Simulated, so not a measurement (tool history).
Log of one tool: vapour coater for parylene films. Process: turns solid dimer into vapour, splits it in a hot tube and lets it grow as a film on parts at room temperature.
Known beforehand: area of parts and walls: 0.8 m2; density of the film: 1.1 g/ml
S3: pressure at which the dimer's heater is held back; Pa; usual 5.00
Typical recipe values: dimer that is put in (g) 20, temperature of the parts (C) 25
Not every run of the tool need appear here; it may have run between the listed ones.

{"run": 1, "hour": 0.0, "dimer that is put in (g)": 20, "temperature of the parts (C)": 25, "S3": 5.0, "thickness of the film (nm)": 16640}
{"run": 2, "hour": 29.5, "dimer that is put in (g)": 20, "temperature of the parts (C)": 25, "S3": 5.0, "thickness of the film (nm)": 16640}
{"run": 3, "hour": 51.2, "dimer that is put in (g)": 20, "temperature of the parts (C)": 25, "S3": 5.0, "thickness of the film (nm)": 16710}
{"run": 4, "hour": 71.4, "dimer that is put in (g)": 20, "temperature of the parts (C)": 25, "S3": 5.0, "thickness of the film (nm)": 16790}
{"run": 5, "hour": 86.8, "dimer that is put in (g)": 20, "temperature of the parts (C)": 25, "S3": 8.41, "thickness of the film (nm)": 15940}
{"run": 6, "hour": 101.4, "dimer that is put in (g)": 20, "temperature of the parts (C)": 25, "S3": 5.0, "thickness of the film (nm)": 16810}
{"run": 7, "hour": 116.7, "dimer that is put in (g)": 20, "temperature of the parts (C)": 25, "S3": 5.0, "thickness of the film (nm)": 16590}
{"run": 8, "hour": 132.0, "dimer that is put in (g)": 20, "temperature of the parts (C)": 25, "S3": 5.0, "thickness of the film (nm)": 16900}
{"run": 9, "hour": 153.1, "dimer that is put in (g)": 20, "temperature of the parts (C)": 25, "S3": 5.0, "thickness of the film (nm)": 16660}
{"run": 10, "hour": 173.7, "dimer that is put in (g)": 12, "temperature of the parts (C)": 25, "S3": 5.0, "thickness of the film (nm)": 9880}
{"run": 11, "hour": 199.1, "dimer that is put in (g)": 12, "temperature of the parts (C)": 25, "S3": 5.0, "thickness of the film (nm)": 10070}
{"run": 12, "hour": 215.9, "dimer that is put in (g)": 20, "temperature of the parts (C)": 20, "S3": 5.0, "thickness of the film (nm)": 20410}
{"run": 13, "hour": 229.2, "dimer that is put in (g)": 20, "temperature of the parts (C)": 20, "S3": 5.0, "thickness of the film (nm)": 20330}
{"run": 14, "hour": 242.6, "dimer that is put in (g)": 23, "temperature of the parts (C)": 25, "S3": 5.0, "thickness of the film (nm)": 19080}
{"run": 15, "hour": 260.0, "dimer that is put in (g)": 23, "temperature of the parts (C)": 25, "S3": 5.0, "thickness of the film (nm)": 19360}
{"run": 16, "hour": 285.6, "dimer that is put in (g)": 20, "temperature of the parts (C)": 31, "S3": 5.0, "thickness of the film (nm)": 12780}
{"run": 17, "hour": 315.6, "dimer that is put in (g)": 20, "temperature of the parts (C)": 31, "S3": 5.0, "thickness of the film (nm)": 13020}
{"run": 18, "hour": 338.5, "dimer that is put in (g)": 20, "temperature of the parts (C)": 25, "S3": 3.96, "thickness of the film (nm)": 16880}
{"run": 19, "hour": 364.6, "dimer that is put in (g)": 20, "temperature of the parts (C)": 25, "S3": 3.96, "thickness of the film (nm)": 17150}
{"run": 20, "hour": 395.3, "dimer that is put in (g)": 20, "temperature of the parts (C)": 25, "S3": 3.96, "thickness of the film (nm)": 16720}
{"run": 21, "hour": 411.4, "dimer that is put in (g)": 20, "temperature of the parts (C)": 25, "S3": 3.96, "thickness of the film (nm)": 17160}
{"run": 22, "hour": 429.2, "dimer that is put in (g)": 33, "temperature of the parts (C)": 25, "S3": 3.96, "thickness of the film (nm)": 27940}
{"run": 23, "hour": 449.4, "dimer that is put in (g)": 20, "temperature of the parts (C)": 25, "S3": 5.0, "thickness of the film (nm)": 16460}
{"run": 24, "hour": 464.1, "dimer that is put in (g)": 20, "temperature of the parts (C)": 25, "S3": 5.0, "thickness of the film (nm)": 16660}
{"run": 25, "hour": 483.4, "dimer that is put in (g)": 23, "temperature of the parts (C)": 18, "S3": 5.0, "thickness of the film (nm)": 25290}
{"run": 26, "hour": 496.8, "dimer that is put in (g)": 11, "temperature of the parts (C)": 27, "S3": 5.0, "thickness of the film (nm)": 8360}
{"run": 27, "hour": 513.9, "dimer that is put in (g)": 18, "temperature of the parts (C)": 22, "S3": 3.48, "thickness of the film (nm)": 17470}
{"run": 28, "hour": 542.4, "dimer that is put in (g)": 18, "temperature of the parts (C)": 22, "S3": 3.48, "thickness of the film (nm)": 17500}
{"run": 29, "hour": 573.3, "dimer that is put in (g)": 20, "temperature of the parts (C)": 22, "S3": 4.52, "thickness of the film (nm)": 18990}
{"run": 30, "hour": 591.6, "dimer that is put in (g)": 10, "temperature of the parts (C)": 26, "S3": 7.8, "thickness of the film (nm)": 7760}
{"run": 31, "hour": 617.8, "dimer that is put in (g)": 11, "temperature of the parts (C)": 24, "S3": 2.37, "thickness of the film (nm)": 10160}
{"run": 32, "hour": 641.9, "dimer that is put in (g)": 20, "temperature of the parts (C)": 33, "S3": 8.52, "thickness of the film (nm)": 11480}
{"run": 33, "hour": 655.7, "dimer that is put in (g)": 32, "temperature of the parts (C)": 25, "S3": 5.0, "thickness of the film (nm)": 27110}
{"run": 34, "hour": 679.3, "dimer that is put in (g)": 32, "temperature of the parts (C)": 25, "S3": 5.0, "thickness of the film (nm)": 26790}
{"run": 35, "hour": 708.2, "dimer that is put in (g)": 29, "temperature of the parts (C)": 28, "S3": 3.94, "thickness of the film (nm)": 21380}
{"run": 36, "hour": 728.7, "dimer that is put in (g)": 18, "temperature of the parts (C)": 19, "S3": 3.61, "thickness of the film (nm)": 19930}
{"run": 37, "hour": 743.3, "dimer that is put in (g)": 20, "temperature of the parts (C)": 19, "S3": 2.2, "thickness of the film (nm)": 22100}
{"run": 38, "hour": 773.5, "dimer that is put in (g)": 20, "temperature of the parts (C)": 19, "S3": 2.2, "thickness of the film (nm)": 22060}
{"run": 39, "hour": 793.0, "dimer that is put in (g)": 15, "temperature of the parts (C)": 25, "S3": 5.0, "thickness of the film (nm)": 12510}
{"run": 40, "hour": 808.0, "dimer that is put in (g)": 14, "temperature of the parts (C)": 25, "S3": 2.01, "thickness of the film (nm)": 12640}
{"run": 41, "hour": 838.3, "dimer that is put in (g)": 20, "temperature of the parts (C)": 25, "S3": 6.24, "thickness of the film (nm)": 16590}
{"run": 42, "hour": 867.1, "dimer that is put in (g)": 21, "temperature of the parts (C)": 25, "S3": 6.24, "thickness of the film (nm)": 17220}
{"run": 43, "hour": 892.6, "dimer that is put in (g)": 20, "temperature of the parts (C)": 35, "S3": 5.0, "thickness of the film (nm)": 11010}
{"run": 44, "hour": 920.4, "dimer that is put in (g)": 20, "temperature of the parts (C)": 35, "S3": 5.0, "thickness of the film (nm)": 11000}
{"run": 45, "hour": 944.9, "dimer that is put in (g)": 21, "temperature of the parts (C)": 25, "S3": 5.0, "thickness of the film (nm)": 17460}
{"run": 46, "hour": 973.5, "dimer that is put in (g)": 21, "temperature of the parts (C)": 25, "S3": 5.0, "thickness of the film (nm)": 17590}
{"run": 47, "hour": 1004.7, "dimer that is put in (g)": 29, "temperature of the parts (C)": 36, "S3": 4.22, "thickness of the film (nm)": 15480}

Removed from this log: 1 entry logged between the listed runs. Between which two listed runs does each belong, and how does the tool's hidden state at the listed run before it compare with that at the listed run after it?
Between runs 42 and 43: trap's valve overhauled (hour 878.9)
  vapour lost through the trap's worn valve, %: 0.5 -> 0

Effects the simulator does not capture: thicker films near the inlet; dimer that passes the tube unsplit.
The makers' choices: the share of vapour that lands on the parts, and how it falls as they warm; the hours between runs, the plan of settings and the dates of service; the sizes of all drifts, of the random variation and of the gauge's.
